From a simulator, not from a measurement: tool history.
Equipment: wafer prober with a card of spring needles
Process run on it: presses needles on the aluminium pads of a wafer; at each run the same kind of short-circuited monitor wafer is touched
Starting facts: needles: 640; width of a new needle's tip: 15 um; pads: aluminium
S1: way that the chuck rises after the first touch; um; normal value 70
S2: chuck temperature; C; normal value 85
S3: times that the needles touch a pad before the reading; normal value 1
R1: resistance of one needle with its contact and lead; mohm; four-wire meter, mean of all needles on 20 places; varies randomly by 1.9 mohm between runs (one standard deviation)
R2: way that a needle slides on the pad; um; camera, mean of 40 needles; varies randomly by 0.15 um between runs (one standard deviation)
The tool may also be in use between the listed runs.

run 1 day=0.000 | S1=70 S2=85 S3=1 | R1=197 R2=14.34
-- day=0.142 tips cleaned on abrasive film
-- day=0.488 tips cleaned on abrasive film
-- day=0.762 tips cleaned on abrasive film
-- day=1.108 tips cleaned on abrasive film
-- day=1.454 tips cleaned on abrasive film
run 2 day=1.629 | S1=70 S2=85 S3=1 | R1=192 R2=14.54
-- day=1.771 tips cleaned on abrasive film
-- day=2.112 tips cleaned on abrasive film
-- day=2.392 tips cleaned on abrasive film
-- day=2.738 tips cleaned on abrasive film
run 3 day=2.912 | S1=70 S2=85 S3=1 | R1=197 R2=14.34
-- day=3.050 tips cleaned on abrasive film
-- day=3.329 tips cleaned on abrasive film
-- day=3.604 tips cleaned on abrasive film
-- day=3.950 tips cleaned on abrasive film
-- day=4.238 tips cleaned on abrasive film
run 4 day=4.238 | S1=70 S2=85 S3=1 | R1=194 R2=14.49
-- day=4.583 tips cleaned on abrasive film
-- day=4.858 tips cleaned on abrasive film
-- day=5.204 tips cleaned on abrasive film
-- day=5.550 tips cleaned on abrasive film
run 5 day=5.808 | S1=70 S2=85 S3=1 | R1=196 R2=14.39
-- day=5.879 tips cleaned on abrasive film
-- day=6.096 height of the first contact set anew
-- day=6.171 tips cleaned on abrasive film
-- day=6.446 tips cleaned on abrasive film
-- day=6.792 tips cleaned on abrasive film
-- day=7.067 tips cleaned on abrasive film
-- day=7.412 tips cleaned on abrasive film
-- day=7.758 tips cleaned on abrasive film
-- day=8.033 tips cleaned on abrasive film
run 6 day=8.038 | S1=70 S2=85 S3=1 | R1=190 R2=14.29
-- day=8.317 tips cleaned on abrasive film
-- day=8.592 tips cleaned on abrasive film
-- day=8.938 tips cleaned on abrasive film
-- day=9.212 tips cleaned on abrasive film
run 7 day=9.246 | S1=70 S2=85 S3=1 | R1=194 R2=14.75
-- day=9.521 tips cleaned on abrasive film
-- day=9.867 tips cleaned on abrasive film
-- day=10.212 tips cleaned on abrasive film
-- day=10.558 tips cleaned on abrasive film
-- day=10.900 tips cleaned on abrasive film
run 8 day=11.042 | S1=70 S2=85 S3=1 | R1=199 R2=14.73
-- day=11.183 tips cleaned on abrasive film
-- day=11.529 tips cleaned on abrasive film
-- day=11.804 tips cleaned on abrasive film
-- day=12.150 tips cleaned on abrasive film
-- day=12.496 tips cleaned on abrasive film
run 9 day=12.567 | S1=76 S2=85 S3=1 | R1=193 R2=15.90
-- day=12.779 tips cleaned on abrasive film
-- day=13.054 tips cleaned on abrasive film
-- day=13.400 tips cleaned on abrasive film
-- day=13.746 tips cleaned on abrasive film
run 10 day=13.929 | S1=76 S2=85 S3=1 | R1=194 R2=15.84
-- day=14.071 tips cleaned on abrasive film
-- day=14.412 tips cleaned on abrasive film
-- day=14.758 tips cleaned on abrasive film
-- day=15.104 tips cleaned on abrasive film
-- day=15.450 tips cleaned on abrasive film
-- day=15.725 tips cleaned on abrasive film
run 11 day=15.754 | S1=75 S2=85 S3=1 | R1=194 R2=15.53
-- day=16.029 tips cleaned on abrasive film
-- day=16.375 tips cleaned on abrasive film
-- day=16.721 tips cleaned on abrasive film
-- day=17.000 tips cleaned on abrasive film
-- day=17.342 tips cleaned on abrasive film
run 12 day=17.538 | S1=70 S2=85 S3=1 | R1=196 R2=14.66
-- day=17.679 tips cleaned on abrasive film
-- day=18.021 tips cleaned on abrasive film
-- day=18.300 tips cleaned on abrasive film
-- day=18.646 tips cleaned on abrasive film
-- day=18.992 tips cleaned on abrasive film
run 13 day=19.204 | S1=70 S2=85 S3=1 | R1=198 R2=14.44
-- day=19.279 tips cleaned on abrasive film
-- day=19.621 tips cleaned on abrasive film
-- day=19.900 tips cleaned on abrasive film
-- day=20.246 tips cleaned on abrasive film
-- day=20.521 tips cleaned on abrasive film
-- day=20.800 tips cleaned on abrasive film
-- day=21.142 tips cleaned on abrasive film
run 14 day=21.254 | S1=71 S2=85 S3=1 | R1=194 R2=14.69
-- day=21.467 tips cleaned on abrasive film
-- day=21.742 tips cleaned on abrasive film
-- day=22.088 tips cleaned on abrasive film
-- day=22.362 tips cleaned on abrasive film
-- day=22.708 tips cleaned on abrasive film
-- day=22.988 tips cleaned on abrasive film
run 15 day=23.229 | S1=70 S2=55 S3=1 | R1=189 R2=14.58
-- day=23.304 tips cleaned on abrasive film
-- day=23.650 tips cleaned on abrasive film
-- day=23.992 tips cleaned on abrasive film
-- day=24.271 tips cleaned on abrasive film
-- day=24.546 tips cleaned on abrasive film
-- day=24.892 tips cleaned on abrasive film
-- day=25.238 tips cleaned on abrasive film
run 16 day=25.392 | S1=70 S2=61 S3=2 | R1=190 R2=14.56
-- day=25.533 tips cleaned on abrasive film
-- day=25.879 tips cleaned on abrasive film
-- day=26.225 tips cleaned on abrasive film
-- day=26.500 tips cleaned on abrasive film
-- day=26.846 tips cleaned on abrasive film
run 17 day=26.929 | S1=54 S2=85 S3=1 | R1=202 R2=11.02
-- day=27.138 tips cleaned on abrasive film
-- day=27.417 tips cleaned on abrasive film
-- day=27.762 tips cleaned on abrasive film
-- day=28.104 tips cleaned on abrasive film
-- day=28.450 tips cleaned on abrasive film
-- day=28.796 tips cleaned on abrasive film
run 18 day=28.917 | S1=77 S2=85 S3=1 | R1=193 R2=16.05
-- day=29.125 tips cleaned on abrasive film
-- day=29.471 tips cleaned on abrasive film
-- day=29.817 tips cleaned on abrasive film
-- day=30.162 tips cleaned on abrasive film
-- day=30.504 tips cleaned on abrasive film
run 19 day=30.704 | S1=77 S2=85 S3=1 | R1=194 R2=16.05
-- day=30.846 tips cleaned on abrasive film
-- day=31.188 tips cleaned on abrasive film
-- day=31.467 tips cleaned on abrasive film
-- day=31.812 tips cleaned on abrasive film
-- day=32.154 tips cleaned on abrasive film
run 20 day=32.229 | S1=70 S2=85 S3=2 | R1=195 R2=14.26
-- day=32.442 tips cleaned on abrasive film
-- day=32.783 tips cleaned on abrasive film
-- day=33.129 tips cleaned on abrasive film
-- day=33.475 tips cleaned on abrasive film
-- day=33.821 tips cleaned on abrasive film
run 21 day=33.850 | S1=75 S2=104 S3=1 | R1=197 R2=15.58
-- day=34.129 tips cleaned on abrasive film
-- day=34.475 tips cleaned on abrasive film
-- day=34.817 tips cleaned on abrasive film
-- day=35.096 tips cleaned on abrasive film
run 22 day=35.288 | S1=73 S2=109 S3=2 | R1=200 R2=14.84
-- day=35.429 tips cleaned on abrasive film
-- day=35.775 tips cleaned on abrasive film
-- day=36.117 tips cleaned on abrasive film
run 23 day=36.392 | S1=73 S2=109 S3=3 | R1=201 R2=15.16
-- day=36.462 tips cleaned on abrasive film
-- day=36.742 tips cleaned on abrasive film
-- day=36.958 height of the first contact set anew
-- day=37.096 tips cleaned on abrasive film
-- day=37.442 tips cleaned on abrasive film
-- day=37.788 tips cleaned on abrasive film
-- day=38.062 tips cleaned on abrasive film
run 24 day=38.246 | S1=70 S2=85 S3=3 | R1=191 R2=14.36
-- day=38.388 tips cleaned on abrasive film
-- day=38.733 tips cleaned on abrasive film
-- day=39.075 tips cleaned on abrasive film
-- day=39.421 tips cleaned on abrasive film
run 25 day=39.542 | S1=64 S2=85 S3=2 | R1=196 R2=13.23

Predict each of these 3 candidate next runs independently; none follows another, all start after run 25:
-- day=39.750 tips cleaned on abrasive film
-- day=40.096 tips cleaned on abrasive film
-- day=40.442 tips cleaned on abrasive film
-- day=40.717 tips cleaned on abrasive film
-- day=41.008 tips cleaned on abrasive film
run A day=41.008 | S1=78 S2=85 S3=1 | R1=? R2=?
-- day=39.750 tips cleaned on abrasive film
-- day=40.096 tips cleaned on abrasive film
-- day=40.442 tips cleaned on abrasive film
-- day=40.717 tips cleaned on abrasive film
-- day=41.008 tips cleaned on abrasive film
run B day=41.008 | S1=73 S2=25 S3=1 | R1=? R2=?
-- day=39.750 tips cleaned on abrasive film
-- day=40.096 tips cleaned on abrasive film
-- day=40.442 tips cleaned on abrasive film
-- day=40.717 tips cleaned on abrasive film
-- day=41.008 tips cleaned on abrasive film
run C day=41.008 | S1=64 S2=28 S3=2 | R1=? R2=?

run=A R1=194 R2=15.98
run=B R1=180 R2=14.88
run=C R1=186 R2=13.30
Take away the tool's hidden state, keep each run's random variation, and the runs would have read:
run=A R1=194 R2=15.98
run=B R1=180 R2=14.89
run=C R1=185 R2=13.30

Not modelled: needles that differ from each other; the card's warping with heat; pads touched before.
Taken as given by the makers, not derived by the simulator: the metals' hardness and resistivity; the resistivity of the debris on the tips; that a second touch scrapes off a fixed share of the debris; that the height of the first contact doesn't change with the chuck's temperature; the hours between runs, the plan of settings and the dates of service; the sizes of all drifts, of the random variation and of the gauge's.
